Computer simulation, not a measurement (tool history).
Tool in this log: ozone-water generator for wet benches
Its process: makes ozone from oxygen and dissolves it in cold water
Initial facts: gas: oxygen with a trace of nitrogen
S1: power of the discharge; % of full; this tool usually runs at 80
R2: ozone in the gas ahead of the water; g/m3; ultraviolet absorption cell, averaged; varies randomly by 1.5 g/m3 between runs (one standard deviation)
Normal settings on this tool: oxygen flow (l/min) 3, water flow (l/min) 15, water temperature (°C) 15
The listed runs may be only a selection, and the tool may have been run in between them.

Run 1, hour 0: usual settings. Result: dissolved ozone (ppm) 21.7, R2 277.5 g/m3.
Run 2, hour 131.4: usual settings. Result: dissolved ozone (ppm) 21.6, R2 278.2 g/m3.
Run 3, hour 237.9: usual settings but S1 48 % of full. Result: dissolved ozone (ppm) 16.3, R2 211 g/m3.
Run 4, hour 330.4: usual settings. Result: dissolved ozone (ppm) 21.2, R2 276.5 g/m3.
Run 5, hour 414.3: usual settings. Result: dissolved ozone (ppm) 21.5, R2 276.8 g/m3.
At hour 521.8: water thermometer calibrated.
Run 6, hour 521.8: usual settings. Result: dissolved ozone (ppm) 21.6, R2 278.3 g/m3.
Run 7, hour 620.6: usual settings but water flow (l/min) 14, water temperature (°C) 8. Result: dissolved ozone (ppm) 25, R2 277.7 g/m3.
Run 8, hour 777.2: usual settings but oxygen flow (l/min) 2.73, water flow (l/min) 14, water temperature (°C) 8. Result: dissolved ozone (ppm) 24.5, R2 292.7 g/m3.
At hour 790.9: contactor cleaned.
Run 9, hour 936.8: usual settings but S1 68 % of full, water temperature (°C) 19. Result: dissolved ozone (ppm) 18.5, R2 253.6 g/m3.
Run 10, hour 1087.3: usual settings but S1 68 % of full, water temperature (°C) 19. Result: dissolved ozone (ppm) 18.6, R2 254.3 g/m3.
Run 11, hour 1188.8: usual settings but S1 51 % of full, oxygen flow (l/min) 3.32, water flow (l/min) 18, water temperature (°C) 10. Result: dissolved ozone (ppm) 14.7, R2 207.9 g/m3.
Run 12, hour 1311.1: usual settings but S1 57 % of full, oxygen flow (l/min) 1.97, water temperature (°C) 8. Result: dissolved ozone (ppm) 16.9, R2 277.6 g/m3.

Consider 3 possible next runs. They are alternatives, not a sequence: every one starts from the tool as it was left by run 12. What does each give?
Run A, hour 1428.2: usual settings but water temperature (°C) 8. Result: dissolved ozone (ppm) ?, R2 ?.
Run B, hour 1428.2: usual settings but S1 93 % of full, oxygen flow (l/min) 2.42, water temperature (°C) 9. Result: dissolved ozone (ppm) ?, R2 ?.
Run C, hour 1428.2: usual settings but water temperature (°C) 14. Result: dissolved ozone (ppm) ?, R2 ?.

run  dissolved ozone (ppm)     R2
  A                   22.7  276.9
  B                   23.2  328.9
  C                   21.2  275.2
With no hidden state in the tool, these same runs would have given:
run  dissolved ozone (ppm)     R2
  A                   23.8  285.3
  B                   24.3  339.7
  C                   22.2  283.5

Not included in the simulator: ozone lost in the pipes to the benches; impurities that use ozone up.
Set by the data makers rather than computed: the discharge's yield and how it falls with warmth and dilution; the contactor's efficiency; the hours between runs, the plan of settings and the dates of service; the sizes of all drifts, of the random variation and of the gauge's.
